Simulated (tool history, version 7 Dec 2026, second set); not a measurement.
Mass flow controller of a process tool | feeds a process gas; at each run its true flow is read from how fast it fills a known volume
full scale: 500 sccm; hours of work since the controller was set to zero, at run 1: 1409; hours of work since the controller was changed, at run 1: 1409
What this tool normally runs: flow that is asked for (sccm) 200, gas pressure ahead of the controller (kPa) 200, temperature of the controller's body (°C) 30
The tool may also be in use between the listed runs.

run	day	flow that is asked for (sccm)	gas pressure ahead of the controller (kPa)	temperature of the controller's body (°C)	hours of work since the controller was set to zero	hours of work since the controller was changed	true flow (%)
1	0	200	200	30	1409	1409	97.61
2	2.354	200	200	30	1437	1437	97.56
3	5.067	200	200	30	1470	1470	97.6
4	8.75	200	200	30	1513	1513	97.57
5	10.908	200	200	30	1539	1539	97.72
6	13.938	200	200	37	1575	1575	98.13
7	17.229	200	200	30	1614	1614	97.45
8	21.021	200	170	30	1659	1659	97.49
9	25.125	200	170	30	1708	1708	97.54
10	27.142	200	200	30	1732	1732	97.37
11	29.238	200	200	30	1757	1757	97.28
12	32.754	200	200	30	1799	1799	97.28
13	36.571	200	200	30	1844	1844	97.38
14	38.404	200	200	30	1866	1866	97.39
15	40.346	200	200	30	1889	1889	97.3
16	44.488	200	200	30	1939	1939	97.23
17	46.542	200	200	30	1963	1963	97.16
18	50.425	200	200	30	2009	2009	97.13
19	52.179	200	200	30	2030	2030	97.36
20	54.317	200	200	30	2055	2055	97.24
21	57.383	200	200	30	2092	2092	97.15
22	61.3	200	200	30	2138	2138	97.07
23	65.504	200	200	30	2188	2188	97.14
24	68.567	200	200	30	2225	2225	96.97
25	71.492	54	200	35	2260	2260	95.54
26	74.538	80	241	26	2296	2296	95.21
27	76.962	200	187	30	2325	2325	97.06
28	78.692	133	278	30	2345	2345	96.17
29	81.512	238	145	30	2379	2379	97.38
30	83.95	238	145	30	2408	2408	97.33
31	85.871	238	262	30	2431	2431	97
32	88.2	131	204	36	2458	2458	96.84
33	89.967	200	161	30	2479	2479	96.95
34	91.804	200	161	30	2501	2501	96.99
35	95.171	200	144	38	2541	2541	97.8
36	98.15	66	200	21	2577	2577	94.19
37	101.608	66	200	21	2618	2618	94.19
38	105.121	66	200	21	2660	2660	94.17
39	107.262	200	200	35	2685	2685	97.27
40	109.492	51	247	20	2712	2712	93.39
41	113.596	200	200	34	2761	2761	97.11
42	117.271	99	206	20	2804	2804	94.71
43	119.65	79	274	25	2833	2833	94.54
44	122.321	455	189	34	2864	2864	98.72

Measured minus without-hidden-state, run by run (identical run-to-run variation in each term; gauge scatter may differ):
Hidden state present: flow at rest that the sensor doesn't see, % of full scale; true flow over the shown one, %; drift of the gauge itself on true_pct, %.
run	true flow (%)
1	-1.15
2	-1.17
3	-1.19
4	-1.22
5	-1.24
6	-1.26
7	-1.29
8	-1.32
9	-1.35
10	-1.36
11	-1.38
12	-1.41
13	-1.44
14	-1.46
15	-1.47
16	-1.51
17	-1.52
18	-1.55
19	-1.57
20	-1.59
21	-1.61
22	-1.65
23	-1.68
24	-1.7
25	-2.82
26	-2.36
27	-1.78
28	-1.99
29	-1.74
30	-1.76
31	-1.78
32	-2.09
33	-1.88
34	-1.89
35	-1.91
36	-2.85
37	-2.88
38	-2.93
39	-2.01
40	-3.39
41	-2.06
42	-2.59
43	-2.85
44	-1.86
